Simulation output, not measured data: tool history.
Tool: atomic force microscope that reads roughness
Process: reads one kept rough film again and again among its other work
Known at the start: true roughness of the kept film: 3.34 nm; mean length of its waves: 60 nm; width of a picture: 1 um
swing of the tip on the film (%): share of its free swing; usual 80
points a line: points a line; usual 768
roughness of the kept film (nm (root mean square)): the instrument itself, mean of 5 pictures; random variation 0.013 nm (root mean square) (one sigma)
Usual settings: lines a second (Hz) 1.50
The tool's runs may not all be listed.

run   hour  lines a second (Hz)  swing of the tip on the film (%)  points a line  roughness of the kept film (nm (root mean square))
  1    0.0                 1.50                                80            768                                               2.973
  2   35.2                 1.50                                80            768                                               2.966
  3   76.2                 1.50                                80            768                                               2.944
  4  121.7                 1.50                                80            280                                               2.885
  5  152.8                 1.50                                80            768                                               2.857
     168.5  -- new tip fitted
  6  209.4                 1.50                                80            768                                               2.965
  7  252.5                 1.50                                80            768                                               2.972
  8  284.0                 1.50                                80            768                                               2.926
  9  341.1                 1.50                                80            768                                               2.888
     364.3  -- new tip fitted
 10  384.5                 1.50                                80            768                                               2.999
     389.1  -- height scale calibrated on a step standard
 11  442.8                 1.50                                80            768                                               2.951
 12  481.5                 1.50                                80            768                                               2.923
 13  514.4                 1.37                                80            354                                               2.883
     559.5  -- new tip fitted
 14  562.7                 1.37                                80            354                                               3.005
 15  602.5                 1.37                                80            354                                               2.989
 16  658.4                 1.37                                80            354                                               2.925
     704.0  -- height scale calibrated on a step standard, once more
 17  706.7                 1.37                                87            921                                               2.838
 18  749.2                 2.48                                76            904                                               2.795
     757.6  -- new tip fitted
 19  788.4                 2.48                                76            904                                               2.919
 20  814.4                 2.29                                60            317                                               3.110
 21  843.1                 2.47                                80            762                                               2.797
 22  896.9                 2.47                                80            762                                               2.750
 23  935.1                 1.09                                82            762                                               2.914
     952.7  -- new tip fitted
 24  965.8                 1.09                                82            762                                               3.059

Forecast each of these 5 alternatives for the next run:
  A  997.3                 1.92                                82            286                                                   ?
  B  997.3                 2.32                                67            411                                                   ?
  C  997.3                 1.50                                67            768                                                   ?
  D  997.3                 1.09                                82            322                                                   ?
  E  997.3                 0.58                                80            768                                                   ?

run  roughness of the kept film (nm (root mean square))
  A                                               2.900
  B                                               3.040
  C                                               3.076
  D                                               3.015
  E                                               3.127
Without the tool's hidden state the same runs would have given:
run  roughness of the kept film (nm (root mean square))
  A                                               2.944
  B                                               3.086
  C                                               3.122
  D                                               3.060
  E                                               3.174
